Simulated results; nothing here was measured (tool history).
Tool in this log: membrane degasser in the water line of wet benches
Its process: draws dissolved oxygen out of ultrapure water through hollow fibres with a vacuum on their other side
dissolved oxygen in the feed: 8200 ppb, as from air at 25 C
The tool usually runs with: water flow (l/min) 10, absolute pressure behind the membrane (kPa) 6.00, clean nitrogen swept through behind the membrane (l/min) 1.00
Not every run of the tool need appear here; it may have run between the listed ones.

run    hour  water flow (l/min)  absolute pressure behind the membrane (kPa)  clean nitrogen swept through behind the membrane (l/min)  dissolved oxygen in the water behind the degasser (ppb)  pressure that the water loses in the fibres (kPa)
  1     0.0                  10                                         6.00                                                      1.00                                                     69.4                                              56.98
  2    87.6                  10                                         6.00                                                      1.00                                                     68.9                                              56.70
  3   171.5                  10                                         6.00                                                      1.00                                                     66.8                                              57.13
  4   236.7                  10                                         6.00                                                      1.00                                                     69.1                                              57.02
  5   318.8                  13                                         6.00                                                      1.00                                                     95.5                                              74.07
  6   358.1                  13                                         6.00                                                      1.00                                                     95.7                                              74.05
  7   418.2                  13                                         6.00                                                      1.00                                                     96.5                                              74.33
      466.7  -- seals of the vacuum lines changed
  8   479.9                  13                                         6.00                                                      1.00                                                     95.2                                              74.01
  9   546.6                  13                                         6.00                                                      1.00                                                     93.8                                              73.97
 10   620.1                  13                                         6.00                                                      0.97                                                     96.5                                              74.26
 11   693.3                  10                                         6.00                                                      1.00                                                     69.2                                              57.57
 12   783.8                  10                                         6.00                                                      1.00                                                     68.0                                              57.75
 13   828.6                  10                                         6.00                                                      1.00                                                     69.0                                              57.61
 14   869.3                  10                                         6.00                                                      1.00                                                     69.2                                              57.36
 15   957.3                  10                                         6.00                                                      1.00                                                     68.9                                              57.41
 16   997.7                  10                                         6.00                                                      1.00                                                     68.3                                              57.31
 17  1038.3                  12                                        12.09                                                      0.62                                                    376.2                                              69.41
 18  1080.1                  12                                        12.09                                                      0.62                                                    378.5                                              69.24
 19  1146.8                  11                                        14.03                                                      2.04                                                    146.2                                              63.91
 20  1223.8                  11                                        14.03                                                      2.04                                                    144.6                                              63.92
 21  1267.0                  11                                        14.03                                                      2.04                                                    143.4                                              63.87
 22  1346.4                  10                                         3.62                                                      1.17                                                     11.0                                              58.13
 23  1392.9                  14                                         6.00                                                      0.91                                                    114.7                                              81.05
 24  1483.4                   9                                         6.00                                                      1.00                                                     61.0                                              51.96
 25  1536.6                   7                                         6.84                                                      1.05                                                     58.3                                              40.51
 26  1602.5                   7                                        10.31                                                      1.83                                                     66.9                                              40.64
 27  1641.7                  10                                        14.33                                                      2.35                                                    117.4                                              58.96
 28  1701.2                  16                                         5.56                                                      1.77                                                     81.4                                              93.49

Run 29 is up next; what results do you expect?
 29  1750.6                  10                                         3.88                                                      1.10                                                        ?                                                  ?

dissolved oxygen in the water behind the degasser (ppb): 16.9
pressure that the water loses in the fibres (kPa): 58.09
Were there no unlogged condition in the tool, this run, its random variation unchanged, would have produced dissolved oxygen in the water behind the degasser (ppb) 16.9, pressure that the water loses in the fibres (kPa) 56.70.
